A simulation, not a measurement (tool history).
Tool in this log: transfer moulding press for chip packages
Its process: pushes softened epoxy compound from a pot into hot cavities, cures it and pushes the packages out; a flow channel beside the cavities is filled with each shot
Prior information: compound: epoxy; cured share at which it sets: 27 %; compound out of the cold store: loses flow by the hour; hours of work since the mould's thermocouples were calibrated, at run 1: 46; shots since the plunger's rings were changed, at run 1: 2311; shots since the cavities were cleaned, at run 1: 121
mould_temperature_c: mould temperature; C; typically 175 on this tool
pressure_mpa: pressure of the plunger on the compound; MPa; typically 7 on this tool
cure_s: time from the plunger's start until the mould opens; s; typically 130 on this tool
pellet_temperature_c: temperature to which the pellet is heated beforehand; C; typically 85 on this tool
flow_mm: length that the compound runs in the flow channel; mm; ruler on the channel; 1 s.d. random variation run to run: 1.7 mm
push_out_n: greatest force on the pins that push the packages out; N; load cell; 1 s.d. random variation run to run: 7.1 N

| run | hour | mould_temperature_c | pressure_mpa | cure_s | pellet_temperature_c | hours of work since the mould's thermocouples were calibrated | shots since the plunger's rings were changed | shots since the cavities were cleaned | incoming compound's hours out of the cold store | flow_mm | push_out_n |
|---|---|---|---|---|---|---|---|---|---|---|---|
| 1 | 0 | 175 | 7 | 130 | 85 | 46 | 2311 | 121 | 13.4 | 704 | 375 |
| 2 | 21.5 | 175 | 7 | 130 | 81 | 61 | 2511 | 321 | 32.3 | 638 | 410 |
| 3 | 44 | 175 | 7 | 130 | 81 | 76 | 2721 | 531 | 45 | 591 | 457 |
| 4 | 64.5 | 175 | 7 | 130 | 81 | 90 | 2912 | 722 | 38 | 616 | 501 |
| 5 | 82.8 | 175 | 5.76 | 130 | 85 | 103 | 3082 | 892 | 46.4 | 530 | 514 |
|  | 87.7 | plunger's sealing rings changed |
| 6 | 99.6 | 182 | 7 | 130 | 85 | 112 | 111 | 1026 | 26.5 | 641 | 473 |
|  | 113.3 | cavities cleaned with cleaning compound and waxed |
| 7 | 120.9 | 182 | 7 | 130 | 85 | 126 | 295 | 70 | 19.1 | 668 | 282 |
| 8 | 134.9 | 175 | 7 | 130 | 85 | 135 | 426 | 201 | 18.2 | 697 | 385 |
| 9 | 149.2 | 175 | 7 | 130 | 85 | 145 | 559 | 334 | 24 | 673 | 412 |
| 10 | 167.7 | 175 | 7 | 130 | 85 | 158 | 731 | 506 | 35.2 | 636 | 467 |
| 11 | 192.4 | 175 | 7 | 130 | 85 | 175 | 962 | 737 | 9.5 | 727 | 510 |
| 12 | 218.7 | 175 | 7 | 130 | 85 | 193 | 1206 | 981 | 23.6 | 676 | 512 |
|  | 236.3 | cavities cleaned with cleaning compound and waxed |
| 13 | 237.1 | 175 | 7 | 130 | 85 | 204 | 1364 | 7 | 32 | 639 | 310 |
| 14 | 252.8 | 175 | 7 | 130 | 85 | 215 | 1510 | 153 | 43.3 | 603 | 347 |
| 15 | 281 | 175 | 7 | 130 | 85 | 234 | 1774 | 417 | 41.9 | 609 | 431 |
|  | 284.4 | mould's thermocouples calibrated |
| 16 | 308.2 | 179 | 7.49 | 150 | 90 | 16 | 2008 | 651 | 33.2 | 643 | 415 |
|  | 331.9 | mould's thermocouples calibrated, once more |
| 17 | 337.6 | 179 | 7.73 | 150 | 95 | 4 | 2264 | 907 | 20.8 | 693 | 462 |
| 18 | 359.7 | 179 | 7.73 | 168 | 95 | 19 | 2469 | 1112 | 14.7 | 719 | 482 |
|  | 364.6 | cavities cleaned with cleaning compound and waxed |
| 19 | 383.4 | 179 | 7.73 | 168 | 95 | 34 | 2676 | 176 | 36.6 | 638 | 318 |
| 20 | 406.1 | 178 | 8.78 | 168 | 89 | 50 | 2887 | 387 | 22 | 736 | 381 |

Expected results for the next run?
| 21 | 422.6 | 183 | 7.48 | 130 | 80 | 61 | 3041 | 541 | 20.1 | ? | ? |

For run 21 the tool returned flow_mm 672 mm, push_out_n 416 N.
With no hidden state in the tool, this same run would have given flow_mm 687 mm, push_out_n 264 N.
